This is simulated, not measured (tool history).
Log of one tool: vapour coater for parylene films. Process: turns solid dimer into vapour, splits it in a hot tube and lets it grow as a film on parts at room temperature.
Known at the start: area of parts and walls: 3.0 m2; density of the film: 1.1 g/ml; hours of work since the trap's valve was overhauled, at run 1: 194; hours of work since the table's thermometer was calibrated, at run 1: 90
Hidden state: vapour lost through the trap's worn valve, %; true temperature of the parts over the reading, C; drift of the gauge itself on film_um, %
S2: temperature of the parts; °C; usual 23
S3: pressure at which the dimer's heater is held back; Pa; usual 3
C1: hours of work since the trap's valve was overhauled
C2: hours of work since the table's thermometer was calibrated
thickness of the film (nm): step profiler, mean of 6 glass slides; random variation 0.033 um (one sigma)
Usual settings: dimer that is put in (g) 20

Run 1, hour 0: usual settings; C1 194; C2 90. Result: thickness of the film (nm) 3090.
Run 2, hour 12.4: usual settings; C1 204; C2 100. Result: thickness of the film (nm) 3080.
Run 3, hour 25.2: usual settings; C1 214; C2 110. Result: thickness of the film (nm) 3130.
Run 4, hour 39.3: usual settings; C1 224; C2 121. Result: thickness of the film (nm) 3070.
Run 5, hour 51: usual settings; C1 234; C2 130. Result: thickness of the film (nm) 3010.
Run 6, hour 63.7: usual settings; C1 243; C2 140. Result: thickness of the film (nm) 3070.
Run 7, hour 78.6: usual settings but S2 26 °C; C1 255; C2 151. Result: thickness of the film (nm) 2740.
Run 8, hour 86.4: usual settings; C1 261; C2 157. Result: thickness of the film (nm) 3060.
Run 9, hour 100.3: usual settings but dimer that is put in (g) 19; C1 272; C2 168. Result: thickness of the film (nm) 2900.
Run 10, hour 110.9: usual settings but dimer that is put in (g) 19; C1 280; C2 176. Result: thickness of the film (nm) 2880.
Run 11, hour 120.2: usual settings but dimer that is put in (g) 19; C1 287; C2 183. Result: thickness of the film (nm) 2860.
Run 12, hour 133.9: usual settings; C1 298; C2 194. Result: thickness of the film (nm) 3030.
Run 13, hour 144.5: usual settings; C1 306; C2 202. Result: thickness of the film (nm) 3020.
Run 14, hour 159.2: usual settings; C1 318; C2 214. Result: thickness of the film (nm) 3030.
Run 15, hour 167.7: usual settings but S2 28 °C, S3 7.26 Pa; C1 324; C2 220. Result: thickness of the film (nm) 2330.
Run 16, hour 179.9: usual settings but S2 28 °C, S3 2.86 Pa; C1 334; C2 230. Result: thickness of the film (nm) 2600.
Run 17, hour 186.8: usual settings but dimer that is put in (g) 14; C1 339; C2 235. Result: thickness of the film (nm) 2130.
Run 18, hour 198.8: usual settings but dimer that is put in (g) 14; C1 348; C2 244. Result: thickness of the film (nm) 2100.
Run 19, hour 215: usual settings but dimer that is put in (g) 34, S2 22 °C; C1 361; C2 257. Result: thickness of the film (nm) 5180.
Run 20, hour 223.1: usual settings but dimer that is put in (g) 32; C1 367; C2 263. Result: thickness of the film (nm) 4790.
Run 21, hour 235.8: usual settings but dimer that is put in (g) 26, S2 24 °C, S3 2.83 Pa; C1 377; C2 273. Result: thickness of the film (nm) 3750.
Run 22, hour 245.3: usual settings but dimer that is put in (g) 13, S2 22 °C, S3 4.34 Pa; C1 384; C2 281. Result: thickness of the film (nm) 1920.
Run 23, hour 260: usual settings but dimer that is put in (g) 35, S3 10.65 Pa; C1 396; C2 292. Result: thickness of the film (nm) 4490.
Run 24, hour 266.9: usual settings but dimer that is put in (g) 10, S3 11.97 Pa; C1 401; C2 297. Result: thickness of the film (nm) 1280.
Run 25, hour 283.3: usual settings but dimer that is put in (g) 10, S3 6.08 Pa; C1 414; C2 310. Result: thickness of the film (nm) 1300.
Run 26, hour 291.3: usual settings but dimer that is put in (g) 9; C1 420; C2 316. Result: thickness of the film (nm) 1330.
Run 27, hour 307.9: usual settings but dimer that is put in (g) 9, S2 19 °C; C1 433; C2 329. Result: thickness of the film (nm) 1440.

4 ways to go on from here, each from the tool as it stands after run 27. What would each give?
Run A, hour 317.5: usual settings but S2 30 °C, S3 11.51 Pa; C1 440; C2 337. Result: thickness of the film (nm) ?.
Run B, hour 317.5: usual settings but S2 25 °C, S3 2.4 Pa; C1 440; C2 337. Result: thickness of the film (nm) ?.
Run C, hour 317.5: usual settings but dimer that is put in (g) 32, S2 34 °C, S3 8.49 Pa; C1 440; C2 337. Result: thickness of the film (nm) ?.
Run D, hour 317.5: usual settings but S2 33 °C; C1 440; C2 337. Result: thickness of the film (nm) ?.

run  thickness of the film (nm)
  A                        1980
  B                        2790
  C                        2890
  D                        2090
Without the tool's hidden state the same runs would have given:
run  thickness of the film (nm)
  A                        2260
  B                        3180
  C                        3300
  D                        2390
